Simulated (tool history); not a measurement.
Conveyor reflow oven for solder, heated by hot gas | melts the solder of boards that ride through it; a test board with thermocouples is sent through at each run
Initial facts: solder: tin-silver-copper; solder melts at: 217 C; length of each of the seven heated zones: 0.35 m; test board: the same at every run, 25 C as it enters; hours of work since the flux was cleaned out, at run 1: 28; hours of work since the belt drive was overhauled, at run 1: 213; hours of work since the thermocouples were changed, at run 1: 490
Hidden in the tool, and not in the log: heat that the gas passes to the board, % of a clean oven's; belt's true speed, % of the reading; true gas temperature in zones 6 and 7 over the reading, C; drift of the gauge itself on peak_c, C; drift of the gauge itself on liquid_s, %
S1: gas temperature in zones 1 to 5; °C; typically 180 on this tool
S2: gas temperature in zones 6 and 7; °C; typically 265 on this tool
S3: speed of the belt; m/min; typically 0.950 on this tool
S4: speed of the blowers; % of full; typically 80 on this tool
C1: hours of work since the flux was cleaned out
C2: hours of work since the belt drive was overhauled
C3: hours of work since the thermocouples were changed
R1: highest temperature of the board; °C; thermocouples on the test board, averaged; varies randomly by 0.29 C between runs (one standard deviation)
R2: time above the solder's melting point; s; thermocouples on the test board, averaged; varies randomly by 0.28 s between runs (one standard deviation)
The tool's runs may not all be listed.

run,day,S1,S2,S3,S4,C1,C2,C3,R1,R2
1,0.000,180,265,0.950,80,28,213,490,253.6,35.7
2,0.875,178,265,0.950,80,41,226,503,253.5,35.2
3,1.471,178,265,0.950,80,50,234,512,253.2,34.9
4,2.196,178,265,0.950,80,60,245,522,253.5,35.2
5,2.575,178,265,0.950,61,66,251,528,248.5,32.8
6,3.117,179,265,0.950,80,74,259,536,253.1,35.2
7,3.733,179,265,0.950,80,83,268,545,253.2,35.8
8,4.362,179,261,0.950,80,92,277,554,249.8,33.9
9,4.954,180,265,0.950,80,101,285,563,253.3,35.9
10,5.312,180,265,0.950,80,106,291,568,253.8,35.5
11,6.142,180,265,0.950,80,118,303,580,253.4,36.1
12,6.896,180,265,0.781,80,129,314,591,258.4,46.2
13,7.779,180,265,0.781,80,142,327,604,258.1,45.9
14,8.658,180,265,0.781,80,155,340,617,258.7,46.7
# day 9.221: flux residue cleaned out of gas plates and filters
15,9.288,180,265,0.781,80,1,346,623,258.5,46.7
16,9.667,180,265,1.025,57,7,351,629,246.7,28.5
17,10.517,189,269,1.115,61,19,364,641,249.6,29.6
18,11.221,189,267,1.051,51,29,374,652,247.1,30.2
19,11.942,178,253,1.031,53,40,385,662,234.4,20.7
20,12.612,178,253,1.031,53,50,395,672,233.9,20.7
21,13.308,180,279,0.950,63,60,405,682,262.2,38.2
22,13.967,179,279,0.950,54,70,415,692,259.4,36.5
23,14.638,179,279,0.950,54,79,424,702,259.4,36.6
24,15.396,189,265,1.136,80,90,435,713,251.3,30.1
25,16.204,175,265,1.136,71,102,447,725,245.4,24.8
26,17.004,175,265,1.136,71,114,459,736,245.7,24.8
27,17.829,171,265,1.030,71,126,471,748,248.3,28.2
28,18.633,180,274,0.781,80,138,483,760,267.0,49.1
29,19.025,180,262,1.062,74,144,489,766,247.1,28.4

Measured less the same run without the tool's hidden state. The same run-to-run variation is in both; the gauge's scatter may not be:
run,R1,R2
1,+0.9,+0.6
2,+0.9,+0.6
3,+1.0,+0.6
4,+1.0,+0.7
5,+0.9,+0.7
6,+0.9,+0.7
7,+0.9,+0.7
8,+0.9,+0.7
9,+0.9,+0.7
10,+0.8,+0.6
11,+0.8,+0.7
12,+1.0,+0.8
13,+0.9,+0.9
14,+1.0,+0.9
15,+1.4,+1.0
16,+1.3,+1.0
17,+1.4,+1.0
18,+1.4,+1.1
19,+1.3,+1.3
20,+1.3,+1.3
21,+1.4,+1.0
22,+1.4,+1.0
23,+1.4,+1.1
24,+1.2,+0.9
25,+1.2,+0.9
26,+1.2,+0.9
27,+1.2,+1.0
28,+1.3,+1.2
29,+1.2,+0.9

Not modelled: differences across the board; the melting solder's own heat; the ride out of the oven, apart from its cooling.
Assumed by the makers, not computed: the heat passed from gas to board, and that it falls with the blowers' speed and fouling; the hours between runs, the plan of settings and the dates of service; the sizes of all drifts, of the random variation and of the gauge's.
